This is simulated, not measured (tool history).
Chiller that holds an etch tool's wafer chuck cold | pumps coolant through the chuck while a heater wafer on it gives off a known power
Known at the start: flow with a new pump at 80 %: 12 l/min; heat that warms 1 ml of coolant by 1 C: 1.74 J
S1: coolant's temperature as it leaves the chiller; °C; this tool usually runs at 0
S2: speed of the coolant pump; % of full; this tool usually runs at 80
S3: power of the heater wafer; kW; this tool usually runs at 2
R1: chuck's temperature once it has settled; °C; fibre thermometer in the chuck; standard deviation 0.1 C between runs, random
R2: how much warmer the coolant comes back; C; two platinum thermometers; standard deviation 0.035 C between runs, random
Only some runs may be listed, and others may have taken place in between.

run     day  S1  S2     S3    R1    R2
  1       0   0  80      2  22.1  5.86
  2   4.538   0  80      2  22.5  5.84
  3   8.588   0  80      2  22.3  5.97
  4  13.762   0  80      2  22.5  5.94
  5  19.012   0  80      2  22.9   5.9
  6      22   0  80      2  22.8  5.93
  7  24.312   0  80      2  22.6  5.89
  8  26.679   0  80      2    23  5.92
     28.296  -- chiller's thermometer calibrated
  9  29.762   0  80  1.826  19.6  5.36
 10  35.071   0  80  1.826  19.8  5.48
 11    37.7   0  80  1.826  19.8  5.46
 12  41.662  -9  80  1.934  12.1  5.79
 13  45.204   0  80  1.348  14.7  4.04
 14    48.5   0  85  1.065  11.4  3.01
 15  51.133   0  85  1.293  13.7  3.63
 16  55.979   2  96   1.22  13.9  3.05
 17  59.029  10  68  2.438  40.5  8.77
 18  62.392   0  78  1.261  14.5  3.98
 19  65.579  -9  85  2.256  15.2  6.45
 20  68.617   0  63      2  26.9  7.88

Predict the results of run 21:
 21  73.275   1  63  1.215   ?   ?

{"run 21": {"R1": 17.4, "R2": 4.74}}
Were there no unlogged condition in the tool, this run, its random variation unchanged, would have produced R1 15.4 °C, R2 4.44 C.
